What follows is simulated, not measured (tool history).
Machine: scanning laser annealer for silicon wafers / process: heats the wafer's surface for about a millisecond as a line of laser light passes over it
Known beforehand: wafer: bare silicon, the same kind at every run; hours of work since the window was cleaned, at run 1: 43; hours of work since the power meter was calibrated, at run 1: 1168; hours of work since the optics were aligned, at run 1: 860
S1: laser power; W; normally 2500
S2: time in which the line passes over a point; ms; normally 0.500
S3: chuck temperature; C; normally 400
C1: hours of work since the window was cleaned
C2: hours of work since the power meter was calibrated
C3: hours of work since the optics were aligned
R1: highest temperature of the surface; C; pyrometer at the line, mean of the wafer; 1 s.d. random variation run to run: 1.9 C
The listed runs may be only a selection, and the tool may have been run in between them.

run	hour	S1	S2	S3	C1	C2	C3	R1
1	0.0	2500	0.500	400	43	1168	860	1113
2	43.1	2500	0.500	400	66	1190	882	1116
3	83.7	2500	0.500	400	87	1211	904	1113
4	147.9	2500	0.500	400	120	1245	937	1108
5	207.2	2500	0.500	400	151	1276	968	1109
6	269.9	2500	0.500	400	184	1309	1001	1102
7	302.2	2500	0.500	400	201	1326	1018	1101
8	368.7	2500	0.500	400	236	1360	1052	1099
9	399.8	2500	0.500	400	252	1376	1069	1099
# hour 408.9: optics aligned, line set to its width
10	439.6	2500	0.500	400	270	1395	16	1086
11	481.6	2500	0.500	400	292	1417	38	1084
12	513.5	2500	0.500	400	308	1433	55	1082
13	584.0	2500	0.500	398	345	1470	91	1076
14	614.5	2500	0.500	398	361	1486	107	1077
15	667.6	2593	0.500	421	389	1514	135	1130
16	733.3	2324	0.500	400	423	1548	169	1011
# hour 787.7: optics aligned, line set to its width, once more
17	790.9	2207	0.464	377	451	1575	2	956
18	846.1	2317	0.500	380	479	1604	30	1018
19	878.0	2317	0.500	380	496	1621	47	1018
20	938.2	2453	0.500	400	528	1652	79	1084
21	995.6	2453	0.500	400	558	1682	109	1085
22	1046.6	2453	0.500	400	584	1709	135	1079
23	1108.8	2500	0.463	430	617	1741	168	1099
24	1144.2	2505	0.565	403	635	1760	186	1139
25	1173.1	2515	0.379	400	650	1775	201	1012
26	1207.2	2515	0.561	402	668	1793	219	1138
27	1251.2	2515	0.561	402	691	1816	242	1135

Each row is a separate what-if for the run after 27, all from the same tool condition, not one after another. Results?
A	1315.9	2270	0.594	427	725	1849	276	?
B	1315.9	2601	0.500	420	725	1849	276	?
C	1315.9	2515	0.586	402	725	1849	276	?
D	1315.9	2661	0.447	366	725	1849	276	?

run	R1
A	1079
B	1142
C	1144
D	1070
Without the tool's unlogged condition, the same runs would have read:
run	R1
A	1137
B	1207
C	1210
D	1133
